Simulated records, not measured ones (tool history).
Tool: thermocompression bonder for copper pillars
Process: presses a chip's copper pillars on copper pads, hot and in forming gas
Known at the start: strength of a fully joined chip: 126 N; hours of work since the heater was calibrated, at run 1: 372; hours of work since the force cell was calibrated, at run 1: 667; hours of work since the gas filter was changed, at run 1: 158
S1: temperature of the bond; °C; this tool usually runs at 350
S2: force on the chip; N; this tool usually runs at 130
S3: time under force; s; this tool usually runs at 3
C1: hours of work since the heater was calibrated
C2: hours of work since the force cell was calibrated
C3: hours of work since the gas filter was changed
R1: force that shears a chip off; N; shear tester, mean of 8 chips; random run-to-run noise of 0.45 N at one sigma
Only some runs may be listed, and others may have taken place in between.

run,hour,S1,S2,S3,C1,C2,C3,R1
1,0,350,130,3,372,667,158,55.1
2,33.3,350,130,3,392,687,178,55.2
3,65.3,350,130,3,411,706,197,55.3
4,96.7,350,130,3,430,725,216,54.6
5,129.8,350,130,3,450,745,236,55.2
6,157.2,350,130,3,466,762,252,54.9
7,181.8,350,130,3,481,776,267,55.2
8,220,350,130,9,504,799,290,80.3
9,251.5,350,130,3,523,818,309,55.5
10,305.4,336,130,3,555,851,342,46.7
# hour 324.6: forming gas filter changed
11,354.2,336,130,3,584,880,18,48.3
12,377.8,336,130,3,599,894,32,49.3
13,401.3,377,130,3,613,908,46,73.1
14,432.6,377,130,3,632,927,65,73.7
15,484.4,350,159,3,663,958,96,63.1
16,526.1,350,130,3,688,983,121,57.8
17,550.8,356,130,3,703,998,136,59.7
18,581.5,356,130,3,721,1016,154,60.2
19,614.7,356,130,3,741,1036,174,61.1
20,651.2,356,130,3,763,1058,196,60.7
21,696.4,347,126,8,790,1085,224,74.9
22,738.5,347,89,6,815,1111,249,56.2
23,784.4,347,89,6,843,1138,277,55.9
24,833.7,376,120,7,873,1168,306,88.6
25,871.7,377,154,3,896,1191,329,79.8
# hour 910.4: forming gas filter changed
26,920.8,338,130,3,925,1220,6,51.1
27,971,338,130,3,955,1250,36,51.2
# hour 979.6: force cell calibrated
28,1020.4,338,130,3,984,25,65,49.6
29,1056.9,333,130,4,1006,47,87,52.2
30,1107.7,348,148,6,1036,77,118,76.6
31,1160.3,355,150,8,1068,109,149,86.1
32,1208.4,344,90,7,1097,138,178,58.2
33,1235.5,331,88,4,1113,154,195,40.9
34,1278.8,369,130,3,1139,180,221,68.6
35,1317.1,369,130,3,1162,203,244,68.4
36,1356,358,167,3,1186,226,267,71.7
37,1396.4,350,147,2,1210,251,291,52.4
38,1449.6,350,147,2,1242,283,323,52.2
39,1473.8,348,130,6,1257,297,338,70.8

3 options for the next run, each taken on its own from the tool as it stands now. Forecast them:
# hour 1499.2: forming gas filter changed
A,1500.6,348,100,6,1272,313,1,?
# hour 1499.2: forming gas filter changed
B,1500.6,344,112,4,1272,313,1,?
# hour 1499.2: forming gas filter changed
C,1500.6,325,130,3,1272,313,1,?

run,R1
A,63.2
B,55.5
C,44.3
Had the tool no hidden state, the same runs would have come out as:
run,R1
A,57.6
B,50.2
C,39.6
